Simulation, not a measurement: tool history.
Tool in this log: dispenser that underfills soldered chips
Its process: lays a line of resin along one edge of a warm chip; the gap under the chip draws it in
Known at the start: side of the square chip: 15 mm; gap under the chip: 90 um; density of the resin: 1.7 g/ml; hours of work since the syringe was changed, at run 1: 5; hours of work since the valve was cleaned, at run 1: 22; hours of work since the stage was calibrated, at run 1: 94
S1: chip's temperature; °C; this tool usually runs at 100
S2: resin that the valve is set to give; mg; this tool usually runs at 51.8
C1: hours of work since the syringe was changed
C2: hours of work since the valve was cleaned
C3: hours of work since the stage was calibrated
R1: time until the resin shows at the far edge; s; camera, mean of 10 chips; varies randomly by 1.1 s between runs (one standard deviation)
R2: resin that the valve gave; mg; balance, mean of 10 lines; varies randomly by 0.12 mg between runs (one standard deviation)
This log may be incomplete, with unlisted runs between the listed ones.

run     day   S1    S2  C1  C2   C3     R1     R2
  1   0.000  100  51.8   5  22   94  160.7  51.11
      0.050  -- new syringe of resin
      0.388  -- new syringe of resin
  2   0.388   95  51.8   0  28  100  146.9  50.96
      0.721  -- new syringe of resin
  3   0.992   95  51.8   4  37  110  196.3  50.85
      1.071  -- new syringe of resin
  4   1.292   95  51.8   4  42  115  181.5  50.87
      1.400  -- new syringe of resin
  5   1.704   93  51.8   5  49  121  219.4  50.44
      1.746  -- new syringe of resin
  6   1.996   93  51.8   4  53  126  206.0  50.38
      2.079  -- new syringe of resin
  7   2.254   93  51.8   3  57  130  201.2  50.49
      2.433  -- new syringe of resin
  8   2.683  100  51.8   4  64  137  154.1  50.09
      2.779  -- new syringe of resin
      3.112  -- new syringe of resin
  9   3.171  100  51.8   1  72  144  121.7  49.98
      3.442  -- dispensing valve cleaned and set on the balance
      3.488  -- new syringe of resin
 10   3.792  100  51.8   5   6  154  162.3  51.67
      3.854  -- new syringe of resin
 11   4.150  100  51.8   5  11  159  162.6  51.47
      4.217  -- new syringe of resin
 12   4.492  100  51.8   5  17  165  156.9  51.28
      4.550  -- new syringe of resin
      4.904  -- new syringe of resin
 13   5.046  100  51.8   2  25  173  137.8  51.24
      5.250  -- new syringe of resin
 14   5.479  100  51.8   4  32  180  154.5  51.25
      5.583  -- new syringe of resin
 15   5.871  100  65.1   5  38  187  157.7  63.68
      5.912  -- new syringe of resin
 16   6.175  100  65.1   4  43  191  157.2  63.84
      6.250  -- new syringe of resin
      6.608  -- new syringe of resin
 17   6.796  100  51.8   3  53  201  150.1  50.36
      6.954  -- new syringe of resin
      7.300  -- new syringe of resin
 18   7.304   97  45.5   0  61  209  144.8  44.05
      7.633  -- new syringe of resin
 19   7.708   97  45.5   1  67  215  150.9  43.93
      7.979  -- new syringe of resin
 20   8.079  111  57.8   2  73  221   82.1  55.44
      8.246  -- dispensing valve cleaned and set on the balance
      8.388  -- new syringe of resin
 21   8.442  103  57.8   1   3  226  112.5  58.04
      8.746  -- new syringe of resin
 22   8.938  106  45.6   3  11  234  116.7  45.31
      9.117  -- new syringe of resin
 23   9.292   86  59.1   3  17  240  284.2  58.72
      9.471  -- new syringe of resin
      9.800  -- new syringe of resin
 24   9.888   86  59.1   1  26  249  253.0  58.55
     10.138  -- new syringe of resin
 25  10.329   86  59.1   3  33  256  280.5  57.97
     10.496  -- new syringe of resin
 26  10.596   86  49.1   2  37  261  269.7  48.16
     10.846  -- new syringe of resin
 27  10.904  100  62.0   1  42  265  127.4  60.60
     11.171  -- new syringe of resin
 28  11.467  100  62.0   5  51  275  164.4  60.60
     11.517  -- new syringe of resin
 29  11.792   96  52.0   5  56  280  196.3  50.60
     11.862  -- new syringe of resin
     12.238  -- new syringe of resin
 30  12.238   92  51.8   0  63  287  179.5  50.08
     12.575  -- new syringe of resin
 31  12.600   91  63.0   0  69  292  195.0  60.87
     12.900  -- new syringe of resin
     13.042  -- dispensing valve cleaned and set on the balance
     13.275  -- new syringe of resin
 32  13.275  100  57.6   0   4  302  126.2  57.32
     13.608  -- new syringe of resin
 33  13.808  106  63.3   3  12  311  114.8  63.04

Branching from run 33: 3 alternative next runs. What would each branch give?
     13.938  -- new syringe of resin
     14.283  -- new syringe of resin
  A  14.342  86  61.4   1  21  319   ?   ?
     13.938  -- new syringe of resin
     14.283  -- new syringe of resin
  B  14.342  95  66.9   1  21  319   ?   ?
     13.938  -- new syringe of resin
     14.283  -- new syringe of resin
  C  14.342  92  60.8   1  21  319   ?   ?

run     R1     R2
  A  248.5  60.99
  B  162.3  66.34
  C  187.4  60.18
With no hidden state in the tool, these same runs would have given:
run     R1     R2
  A  206.3  61.57
  B  135.7  66.97
  C  156.3  60.75
